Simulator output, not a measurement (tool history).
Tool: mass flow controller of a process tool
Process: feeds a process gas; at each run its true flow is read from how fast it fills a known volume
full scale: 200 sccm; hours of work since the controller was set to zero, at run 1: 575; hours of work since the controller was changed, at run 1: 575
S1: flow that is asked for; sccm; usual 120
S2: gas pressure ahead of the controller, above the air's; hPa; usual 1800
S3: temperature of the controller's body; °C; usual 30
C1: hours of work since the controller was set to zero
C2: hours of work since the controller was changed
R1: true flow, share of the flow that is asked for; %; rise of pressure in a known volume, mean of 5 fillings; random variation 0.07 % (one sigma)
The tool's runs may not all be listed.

run	hour	S1	S2	S3	C1	C2	R1
1	0.0	120	1800	30	575	575	98.74
2	44.2	120	1800	30	600	600	98.64
3	76.8	120	1800	30	619	619	98.90
4	122.7	120	1800	30	645	645	98.65
5	191.0	120	1800	30	684	684	98.68
6	237.9	120	1800	30	710	710	98.64
7	298.3	120	1800	30	745	745	98.70
8	356.4	120	1950	30	778	778	98.92
9	392.7	120	1950	30	798	798	98.84
10	433.8	96	1820	29	821	821	98.56
11	483.0	96	1820	29	849	849	98.69
12	530.8	120	1590	26	877	877	99.04

Run 13 comes next. What will it give?
13	563.3	97	2110	29	895	895	?

Run 13 gave R1 98.77 %.
Without the tool's hidden state the same run would have given R1 98.68 %.

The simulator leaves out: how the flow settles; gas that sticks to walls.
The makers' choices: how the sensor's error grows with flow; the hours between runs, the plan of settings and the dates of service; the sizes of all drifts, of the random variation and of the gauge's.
